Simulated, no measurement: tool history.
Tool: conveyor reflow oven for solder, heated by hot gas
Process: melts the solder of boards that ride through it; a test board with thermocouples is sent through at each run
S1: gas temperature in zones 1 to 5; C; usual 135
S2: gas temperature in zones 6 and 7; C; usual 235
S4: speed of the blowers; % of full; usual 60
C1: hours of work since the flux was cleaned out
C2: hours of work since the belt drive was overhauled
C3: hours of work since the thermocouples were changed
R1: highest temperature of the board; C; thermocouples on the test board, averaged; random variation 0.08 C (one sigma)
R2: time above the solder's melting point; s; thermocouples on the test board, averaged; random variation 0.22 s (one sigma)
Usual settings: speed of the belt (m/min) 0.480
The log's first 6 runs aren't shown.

run 7 day=3.883 | S1=135 S2=235 speed_of_the_belt_(m/min)=0.476 S4=68 | C1=17 C2=427 C3=277 | R1=220.35 R2=78.2
run 8 day=4.467 | S1=145 S2=235 speed_of_the_belt_(m/min)=0.480 S4=60 | C1=23 C2=433 C3=284 | R1=219.91 R2=81.3
run 9 day=5.504 | S1=135 S2=235 speed_of_the_belt_(m/min)=0.480 S4=60 | C1=35 C2=445 C3=295 | R1=218.07 R2=75.0
run 10 day=6.042 | S1=128 S2=235 speed_of_the_belt_(m/min)=0.480 S4=60 | C1=41 C2=451 C3=301 | R1=216.79 R2=70.4
run 11 day=6.621 | S1=135 S2=243 speed_of_the_belt_(m/min)=0.480 S4=60 | C1=47 C2=457 C3=308 | R1=225.01 R2=81.2
run 12 day=7.250 | S1=133 S2=243 speed_of_the_belt_(m/min)=0.480 S4=60 | C1=54 C2=464 C3=315 | R1=224.64 R2=80.1
run 13 day=7.983 | S1=133 S2=243 speed_of_the_belt_(m/min)=0.480 S4=60 | C1=62 C2=472 C3=323 | R1=224.51 R2=80.4
run 14 day=8.454 | S1=133 S2=243 speed_of_the_belt_(m/min)=0.480 S4=60 | C1=68 C2=477 C3=328 | R1=224.60 R2=79.7
run 15 day=9.238 | S1=133 S2=243 speed_of_the_belt_(m/min)=0.480 S4=60 | C1=76 C2=486 C3=337 | R1=224.58 R2=80.4
run 16 day=9.925 | S1=133 S2=243 speed_of_the_belt_(m/min)=0.480 S4=60 | C1=84 C2=494 C3=344 | R1=224.56 R2=80.1

Forecast run 17:
run 17 day=10.912 | S1=133 S2=243 speed_of_the_belt_(m/min)=0.480 S4=60 | C1=95 C2=505 C3=355 | R1=? R2=?

Run 17 gave R1 224.44 C, R2 80.1 s.
Without the tool's hidden state the same run would have given R1 223.98 C, R2 78.9 s.
